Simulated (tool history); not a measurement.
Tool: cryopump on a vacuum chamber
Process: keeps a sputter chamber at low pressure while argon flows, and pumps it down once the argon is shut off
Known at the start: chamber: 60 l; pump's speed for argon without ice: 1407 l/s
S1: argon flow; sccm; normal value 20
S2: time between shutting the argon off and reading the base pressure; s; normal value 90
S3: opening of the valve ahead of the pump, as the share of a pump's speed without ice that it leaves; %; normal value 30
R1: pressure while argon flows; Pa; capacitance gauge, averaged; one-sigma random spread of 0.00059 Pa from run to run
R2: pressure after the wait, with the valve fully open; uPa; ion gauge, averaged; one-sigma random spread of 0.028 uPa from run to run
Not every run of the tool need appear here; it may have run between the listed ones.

| run | hour | S1 | S2 | S3 | R1 | R2 |
|---|---|---|---|---|---|---|
| 1 | 0.0 | 20 | 90 | 30 | 0.0846 | 2.33 |
| 2 | 22.0 | 20 | 90 | 30 | 0.0844 | 2.31 |
| 3 | 37.2 | 20 | 90 | 30 | 0.0852 | 2.42 |
| 4 | 57.7 | 20 | 90 | 30 | 0.0837 | 2.36 |
| 5 | 71.6 | 20 | 90 | 30 | 0.0851 | 2.34 |
| 6 | 89.0 | 20 | 55 | 30 | 0.0844 | 3.03 |
| 7 | 101.7 | 20 | 55 | 30 | 0.0847 | 3.17 |
| 8 | 117.6 | 20 | 55 | 30 | 0.0854 | 3.14 |
| 9 | 133.1 | 20 | 55 | 30 | 0.0843 | 3.16 |
| 10 | 149.7 | 20 | 55 | 30 | 0.0851 | 3.10 |
| 11 | 164.0 | 15 | 90 | 30 | 0.0648 | 2.52 |
| 12 | 175.2 | 20 | 90 | 30 | 0.0861 | 2.52 |
| 13 | 196.1 | 20 | 90 | 30 | 0.0850 | 2.51 |
| 14 | 207.4 | 20 | 90 | 30 | 0.0858 | 2.54 |
| 15 | 219.6 | 20 | 90 | 20 | 0.1260 | 2.60 |
| 16 | 232.8 | 20 | 90 | 20 | 0.1259 | 2.56 |
| 17 | 248.8 | 20 | 90 | 20 | 0.1274 | 2.63 |
| 18 | 264.5 | 20 | 90 | 20 | 0.1274 | 2.65 |
| 19 | 276.1 | 25 | 32 | 26 | 0.1243 | 4.62 |
| 20 | 288.1 | 25 | 32 | 26 | 0.1238 | 4.56 |
| 21 | 299.2 | 25 | 129 | 57 | 0.0610 | 2.40 |
| 22 | 308.8 | 25 | 66 | 51 | 0.0679 | 3.12 |
| 23 | 321.6 | 25 | 66 | 51 | 0.0679 | 3.13 |
| 24 | 333.2 | 25 | 66 | 51 | 0.0675 | 3.00 |
| 25 | 351.3 | 25 | 66 | 51 | 0.0686 | 3.10 |
| 26 | 363.2 | 10 | 232 | 16 | 0.0790 | 2.10 |
| 27 | 378.0 | 10 | 232 | 24 | 0.0539 | 2.15 |
| 28 | 389.8 | 14 | 29 | 43 | 0.0440 | 4.98 |
| 29 | 402.8 | 37 | 29 | 40 | 0.1256 | 5.01 |
| 30 | 415.1 | 37 | 29 | 40 | 0.1257 | 5.24 |
| 31 | 425.1 | 20 | 71 | 22 | 0.1190 | 3.06 |
| 32 | 435.7 | 20 | 185 | 25 | 0.1027 | 2.28 |
| 33 | 454.9 | 20 | 90 | 26 | 0.1004 | 2.89 |
| 34 | 474.9 | 20 | 90 | 26 | 0.0932 | 2.46 |

Removed from this log: 1 entry logged between the listed runs. Between which two listed runs does each belong, and how does the tool's hidden state at the listed run before it compare with that at the listed run after it?
After run 33, before run 34: pump warmed up, emptied and cooled again (hour 465.0)
  pump's speed, % of a pump's without ice: 74.7 -> 98.9; cold plate's temperature, K: 12.74 -> 12.75; leak into the chamber, uPa l/s: 1859 -> 1869
  what was measured, less what the result would be without the hidden state, R1: +0.0086 -> +0.0006 Pa; R2: +1.60 -> +1.16 uPa

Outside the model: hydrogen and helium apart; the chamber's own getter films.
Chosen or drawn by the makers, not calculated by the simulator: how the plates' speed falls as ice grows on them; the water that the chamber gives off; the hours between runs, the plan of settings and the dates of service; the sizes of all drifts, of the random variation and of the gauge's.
